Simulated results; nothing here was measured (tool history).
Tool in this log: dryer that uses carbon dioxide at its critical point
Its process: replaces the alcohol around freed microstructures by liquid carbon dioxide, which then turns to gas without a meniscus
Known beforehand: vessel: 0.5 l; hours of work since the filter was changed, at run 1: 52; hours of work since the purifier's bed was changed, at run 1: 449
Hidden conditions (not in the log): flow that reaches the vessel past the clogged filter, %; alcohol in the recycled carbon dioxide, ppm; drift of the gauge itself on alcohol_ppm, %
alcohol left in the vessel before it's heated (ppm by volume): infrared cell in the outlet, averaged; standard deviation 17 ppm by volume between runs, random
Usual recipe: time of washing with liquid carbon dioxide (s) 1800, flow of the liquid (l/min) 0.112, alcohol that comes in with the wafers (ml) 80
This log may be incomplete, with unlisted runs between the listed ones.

| run | hour | time of washing with liquid carbon dioxide (s) | flow of the liquid (l/min) | alcohol that comes in with the wafers (ml) | hours of work since the filter was changed | hours of work since the purifier's bed was changed | alcohol left in the vessel before it's heated (ppm by volume) |
|---|---|---|---|---|---|---|---|
| 1 | 0.0 | 1800 | 0.112 | 80 | 52 | 449 | 1452 |
| 2 | 40.3 | 1800 | 0.098 | 80 | 76 | 473 | 2684 |
| 3 | 100.8 | 1800 | 0.098 | 80 | 113 | 510 | 3036 |
|  | 136.6 | purifier's bed changed |
| 4 | 171.4 | 1800 | 0.098 | 80 | 154 | 21 | 3234 |
| 5 | 215.3 | 1800 | 0.098 | 80 | 181 | 48 | 3617 |
|  | 264.9 | inlet filter changed |
| 6 | 283.3 | 1800 | 0.112 | 22 | 11 | 89 | 351 |
| 7 | 313.8 | 1800 | 0.112 | 22 | 30 | 108 | 377 |
| 8 | 366.0 | 2040 | 0.112 | 22 | 62 | 139 | 228 |
| 9 | 398.8 | 2040 | 0.112 | 22 | 82 | 159 | 261 |
| 10 | 459.7 | 2040 | 0.112 | 22 | 119 | 197 | 295 |
| 11 | 529.0 | 2040 | 0.112 | 22 | 161 | 239 | 344 |
| 12 | 590.7 | 2040 | 0.112 | 22 | 199 | 277 | 395 |
|  | 608.6 | inlet filter changed |
| 13 | 639.7 | 1800 | 0.112 | 34 | 19 | 306 | 577 |
| 14 | 684.9 | 1800 | 0.112 | 34 | 47 | 334 | 628 |
| 15 | 716.6 | 1800 | 0.112 | 34 | 66 | 353 | 670 |
| 16 | 780.9 | 1800 | 0.112 | 34 | 105 | 392 | 766 |
| 17 | 812.0 | 2160 | 0.112 | 80 | 124 | 411 | 753 |
| 18 | 855.8 | 1800 | 0.112 | 80 | 151 | 438 | 1891 |
| 19 | 916.5 | 1800 | 0.112 | 80 | 188 | 475 | 2162 |
|  | 952.0 | inlet filter changed |
| 20 | 978.2 | 1800 | 0.112 | 80 | 16 | 512 | 1325 |
|  | 1010.2 | purifier's bed changed |
| 21 | 1026.4 | 1800 | 0.112 | 80 | 44 | 10 | 1299 |
| 22 | 1095.4 | 1800 | 0.159 | 80 | 86 | 52 | 227 |
| 23 | 1125.5 | 1800 | 0.159 | 80 | 104 | 70 | 251 |
| 24 | 1186.5 | 1800 | 0.159 | 80 | 141 | 108 | 304 |
| 25 | 1245.1 | 1800 | 0.159 | 80 | 177 | 143 | 358 |
| 26 | 1291.5 | 1380 | 0.085 | 115 | 205 | 172 | 18852 |
|  | 1298.7 | inlet filter changed |
| 27 | 1347.7 | 2520 | 0.132 | 33 | 30 | 205 | 85 |
| 28 | 1418.0 | 2340 | 0.175 | 80 | 73 | 248 | 72 |
| 29 | 1471.2 | 1500 | 0.151 | 24 | 105 | 281 | 357 |
| 30 | 1529.0 | 2880 | 0.089 | 77 | 141 | 316 | 578 |
| 31 | 1580.9 | 1800 | 0.126 | 40 | 172 | 348 | 646 |
|  | 1641.8 | inlet filter changed |
| 32 | 1645.8 | 1800 | 0.126 | 40 | 2 | 387 | 424 |
| 33 | 1698.9 | 1080 | 0.182 | 80 | 35 | 419 | 1591 |
| 34 | 1752.9 | 1080 | 0.182 | 80 | 68 | 452 | 1749 |
| 35 | 1784.2 | 2880 | 0.174 | 54 | 87 | 471 | 137 |
| 36 | 1830.2 | 2580 | 0.174 | 21 | 115 | 499 | 140 |
|  | 1882.1 | purifier's bed changed |
| 37 | 1895.6 | 1800 | 0.071 | 80 | 153 | 8 | 9313 |
| 38 | 1939.7 | 1800 | 0.071 | 80 | 180 | 35 | 9829 |
|  | 1989.8 | inlet filter changed |
| 39 | 2001.0 | 1620 | 0.092 | 80 | 7 | 72 | 4119 |
| 40 | 2044.2 | 2100 | 0.103 | 80 | 33 | 98 | 924 |
| 41 | 2075.7 | 2100 | 0.103 | 80 | 52 | 118 | 987 |
| 42 | 2126.9 | 2100 | 0.149 | 80 | 84 | 149 | 153 |
| 43 | 2163.8 | 2100 | 0.149 | 80 | 106 | 171 | 181 |
| 44 | 2204.0 | 1620 | 0.148 | 110 | 131 | 196 | 1085 |
| 45 | 2239.6 | 1740 | 0.112 | 80 | 153 | 218 | 2230 |

Below are 4 alternative next runs, each starting from the tool's condition after run 45. Predict each:
| A | 2300.9 | 2400 | 0.075 | 21 | 190 | 255 | ? |
| B | 2300.9 | 1860 | 0.112 | 103 | 190 | 255 | ? |
| C | 2300.9 | 1320 | 0.124 | 80 | 190 | 255 | ? |
| D | 2300.9 | 1260 | 0.128 | 80 | 190 | 255 | ? |

| run | alcohol left in the vessel before it's heated (ppm by volume) |
|---|---|
| A | 963 |
| B | 2450 |
| C | 4829 |
| D | 5182 |
Stripped of hidden state, with their random variation kept, the same runs would have yielded:
| run | alcohol left in the vessel before it's heated (ppm by volume) |
|---|---|
| A | 494 |
| B | 1200 |
| C | 2783 |
| D | 3010 |

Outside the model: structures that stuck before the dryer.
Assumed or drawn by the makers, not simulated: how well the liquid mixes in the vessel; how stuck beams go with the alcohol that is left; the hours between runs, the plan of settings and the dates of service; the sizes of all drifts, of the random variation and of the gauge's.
